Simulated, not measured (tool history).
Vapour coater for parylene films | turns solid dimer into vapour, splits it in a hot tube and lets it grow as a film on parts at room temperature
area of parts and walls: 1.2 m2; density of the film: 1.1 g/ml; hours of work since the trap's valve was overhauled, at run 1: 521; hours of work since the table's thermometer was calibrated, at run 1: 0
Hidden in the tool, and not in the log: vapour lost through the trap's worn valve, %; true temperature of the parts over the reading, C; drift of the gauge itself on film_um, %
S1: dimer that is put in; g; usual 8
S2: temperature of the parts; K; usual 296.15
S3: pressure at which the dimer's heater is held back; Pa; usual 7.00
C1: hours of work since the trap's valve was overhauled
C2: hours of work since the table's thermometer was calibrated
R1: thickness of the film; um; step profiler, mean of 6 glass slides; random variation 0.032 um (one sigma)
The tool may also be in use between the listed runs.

run 1 hour=0.0 | S1=8 S2=296.15 S3=7.00 | C1=521 C2=0 | R1=2.71
run 2 hour=24.1 | S1=8 S2=296.15 S3=7.00 | C1=542 C2=21 | R1=2.67
run 3 hour=50.3 | S1=8 S2=296.15 S3=7.00 | C1=565 C2=44 | R1=2.69
-- hour=96.7 trap's valve overhauled
run 4 hour=98.8 | S1=8 S2=296.15 S3=7.00 | C1=2 C2=84 | R1=3.04
run 5 hour=126.3 | S1=8 S2=296.15 S3=7.00 | C1=26 C2=108 | R1=3.07
run 6 hour=169.0 | S1=8 S2=296.15 S3=7.00 | C1=64 C2=145 | R1=3.02
run 7 hour=223.1 | S1=8 S2=302.15 S3=7.00 | C1=111 C2=193 | R1=2.35
run 8 hour=266.1 | S1=8 S2=302.15 S3=7.00 | C1=149 C2=231 | R1=2.34
run 9 hour=298.2 | S1=8 S2=302.15 S3=7.00 | C1=178 C2=259 | R1=2.34
run 10 hour=343.3 | S1=8 S2=302.15 S3=7.00 | C1=217 C2=299 | R1=2.32
run 11 hour=377.4 | S1=8 S2=296.15 S3=7.00 | C1=247 C2=329 | R1=2.93
run 12 hour=402.4 | S1=8 S2=296.15 S3=7.00 | C1=270 C2=351 | R1=2.89
run 13 hour=427.5 | S1=8 S2=296.15 S3=7.00 | C1=292 C2=373 | R1=2.86
run 14 hour=451.7 | S1=8 S2=296.15 S3=7.00 | C1=313 C2=395 | R1=2.78
run 15 hour=481.2 | S1=8 S2=296.15 S3=7.00 | C1=339 C2=421 | R1=2.78
run 16 hour=528.6 | S1=8 S2=296.15 S3=7.00 | C1=381 C2=463 | R1=2.77
run 17 hour=572.1 | S1=8 S2=296.15 S3=7.00 | C1=419 C2=501 | R1=2.74
run 18 hour=597.0 | S1=8 S2=296.15 S3=7.00 | C1=441 C2=523 | R1=2.77
run 19 hour=650.6 | S1=8 S2=296.15 S3=7.00 | C1=488 C2=570 | R1=2.71
run 20 hour=696.2 | S1=8 S2=296.15 S3=6.63 | C1=528 C2=610 | R1=2.71
run 21 hour=734.6 | S1=8 S2=296.15 S3=6.63 | C1=562 C2=644 | R1=2.70
-- hour=786.9 trap's valve overhauled
run 22 hour=796.4 | S1=8 S2=296.15 S3=6.63 | C1=8 C2=695 | R1=3.04
-- hour=800.6 table's thermometer calibrated
run 23 hour=847.5 | S1=8 S2=296.15 S3=6.63 | C1=53 C2=41 | R1=2.95
run 24 hour=877.6 | S1=8 S2=296.15 S3=6.63 | C1=79 C2=68 | R1=2.97
run 25 hour=922.0 | S1=6 S2=308.15 S3=10.74 | C1=118 C2=107 | R1=1.24
run 26 hour=957.8 | S1=3 S2=302.15 S3=2.05 | C1=150 C2=139 | R1=1.05
run 27 hour=981.9 | S1=3 S2=302.15 S3=2.05 | C1=171 C2=160 | R1=1.09
run 28 hour=1019.9 | S1=7 S2=302.15 S3=4.36 | C1=205 C2=193 | R1=2.16
-- hour=1037.6 table's thermometer calibrated, once more
run 29 hour=1047.0 | S1=7 S2=300.15 S3=4.36 | C1=228 C2=8 | R1=2.42
run 30 hour=1090.3 | S1=7 S2=300.15 S3=4.36 | C1=266 C2=46 | R1=2.38
run 31 hour=1126.9 | S1=8 S2=302.15 S3=5.74 | C1=298 C2=79 | R1=2.36
run 32 hour=1173.9 | S1=4 S2=307.15 S3=4.79 | C1=339 C2=120 | R1=1.02
run 33 hour=1218.8 | S1=10 S2=299.15 S3=7.00 | C1=379 C2=160 | R1=3.10
run 34 hour=1265.2 | S1=10 S2=299.15 S3=7.00 | C1=420 C2=201 | R1=3.09
run 35 hour=1301.1 | S1=10 S2=299.15 S3=7.00 | C1=452 C2=232 | R1=3.05
run 36 hour=1339.3 | S1=10 S2=293.15 S3=5.59 | C1=485 C2=266 | R1=4.06
run 37 hour=1374.4 | S1=7 S2=296.15 S3=4.43 | C1=516 C2=297 | R1=2.63
run 38 hour=1414.7 | S1=5 S2=296.15 S3=7.00 | C1=552 C2=332 | R1=1.68
run 39 hour=1457.7 | S1=3 S2=290.15 S3=11.71 | C1=590 C2=370 | R1=1.13
-- hour=1475.3 trap's valve overhauled
run 40 hour=1497.2 | S1=9 S2=290.15 S3=11.71 | C1=19 C2=402 | R1=3.93
run 41 hour=1552.2 | S1=6 S2=306.15 S3=8.95 | C1=68 C2=450 | R1=1.43
run 42 hour=1591.7 | S1=12 S2=306.15 S3=8.95 | C1=103 C2=485 | R1=2.85
run 43 hour=1622.8 | S1=12 S2=306.15 S3=8.95 | C1=130 C2=512 | R1=2.83
run 44 hour=1671.3 | S1=8 S2=296.15 S3=7.00 | C1=173 C2=555 | R1=2.92
run 45 hour=1710.0 | S1=14 S2=296.15 S3=2.22 | C1=207 C2=589 | R1=6.41
run 46 hour=1758.9 | S1=14 S2=296.15 S3=2.22 | C1=250 C2=632 | R1=6.21

Hidden state at the last listed run before each entry between runs and at the first one after, where it differs:
Between runs 3 and 4: trap's valve overhauled (hour 96.7)
  vapour lost through the trap's worn valve, %: 12.8 -> 0.2; true temperature of the parts over the reading, C: 0.19 -> 0.22
  measured less the result without the state, R1: -0.41 -> -0.03 um
Between runs 21 and 22: trap's valve overhauled (hour 786.9)
  vapour lost through the trap's worn valve, %: 12.6 -> 0.4; true temperature of the parts over the reading, C: 0.66 -> 0.7
  measured less the result without the state, R1: -0.47 -> -0.10 um
Between runs 22 and 23: table's thermometer calibrated (hour 800.6)
  vapour lost through the trap's worn valve, %: 0.4 -> 1.3; true temperature of the parts over the reading, C: 0.7 -> 0.87
  measured less the result without the state, R1: -0.10 -> -0.15 um
Between runs 28 and 29: table's thermometer calibrated, once more (hour 1037.6)
  vapour lost through the trap's worn valve, %: 4.5 -> 5; true temperature of the parts over the reading, C: 0.98 -> 0.1
  measured less the result without the state, R1: -0.20 -> -0.14 um
Between runs 39 and 40: trap's valve overhauled (hour 1475.3)
  vapour lost through the trap's worn valve, %: 13 -> 0.4; true temperature of the parts over the reading, C: 0.37 -> 0.4
  measured less the result without the state, R1: -0.19 -> -0.08 um
